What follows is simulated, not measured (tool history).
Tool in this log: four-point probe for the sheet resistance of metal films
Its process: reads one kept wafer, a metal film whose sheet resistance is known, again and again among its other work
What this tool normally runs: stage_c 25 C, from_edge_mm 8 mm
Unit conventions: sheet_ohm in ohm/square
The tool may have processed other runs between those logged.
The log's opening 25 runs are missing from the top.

run 26 hour=1520.8 | stage_c=24 from_edge_mm=27 | sheet_ohm=13.914811
run 27 hour=1566.0 | stage_c=24 from_edge_mm=27 | sheet_ohm=13.911772
run 28 hour=1607.5 | stage_c=21 from_edge_mm=4 | sheet_ohm=13.985015
run 29 hour=1680.0 | stage_c=18 from_edge_mm=5 | sheet_ohm=13.915799
run 30 hour=1728.3 | stage_c=21 from_edge_mm=41 | sheet_ohm=13.872031
run 31 hour=1790.5 | stage_c=18 from_edge_mm=59 | sheet_ohm=13.836003
run 32 hour=1840.4 | stage_c=22 from_edge_mm=8 | sheet_ohm=13.906643
run 33 hour=1903.6 | stage_c=25 from_edge_mm=15 | sheet_ohm=13.918591
run 34 hour=1978.3 | stage_c=19 from_edge_mm=20 | sheet_ohm=13.852207
run 35 hour=2052.9 | stage_c=18 from_edge_mm=13 | sheet_ohm=13.839783
run 36 hour=2105.5 | stage_c=35 from_edge_mm=4 | sheet_ohm=14.139333
run 37 hour=2139.5 | stage_c=35 from_edge_mm=4 | sheet_ohm=14.136187
run 38 hour=2185.2 | stage_c=22 from_edge_mm=16 | sheet_ohm=13.882034
run 39 hour=2268.5 | stage_c=22 from_edge_mm=16 | sheet_ohm=13.878362
run 40 hour=2305.4 | stage_c=22 from_edge_mm=16 | sheet_ohm=13.873895
run 41 hour=2357.0 | stage_c=22 from_edge_mm=16 | sheet_ohm=13.873519
run 42 hour=2412.5 | stage_c=25 from_edge_mm=5 | sheet_ohm=13.980074
run 43 hour=2449.0 | stage_c=25 from_edge_mm=5 | sheet_ohm=13.979166
run 44 hour=2513.0 | stage_c=28 from_edge_mm=5 | sheet_ohm=14.013756
run 45 hour=2589.6 | stage_c=20 from_edge_mm=69 | sheet_ohm=13.837147
run 46 hour=2640.1 | stage_c=20 from_edge_mm=69 | sheet_ohm=13.840212

Alternative continuations, all from the tool just after run 46; predict every row:
run A hour=2719.1 | stage_c=34 from_edge_mm=50 | sheet_ohm=?
run B hour=2719.1 | stage_c=28 from_edge_mm=39 | sheet_ohm=?
run C hour=2719.1 | stage_c=33 from_edge_mm=16 | sheet_ohm=?

run=A sheet_ohm=14.000268
run=B sheet_ohm=13.930706
run=C sheet_ohm=13.996985
With no hidden state in the tool, these same runs would have given:
run=A sheet_ohm=14.058010
run=B sheet_ohm=13.988540
run=C sheet_ohm=14.054774

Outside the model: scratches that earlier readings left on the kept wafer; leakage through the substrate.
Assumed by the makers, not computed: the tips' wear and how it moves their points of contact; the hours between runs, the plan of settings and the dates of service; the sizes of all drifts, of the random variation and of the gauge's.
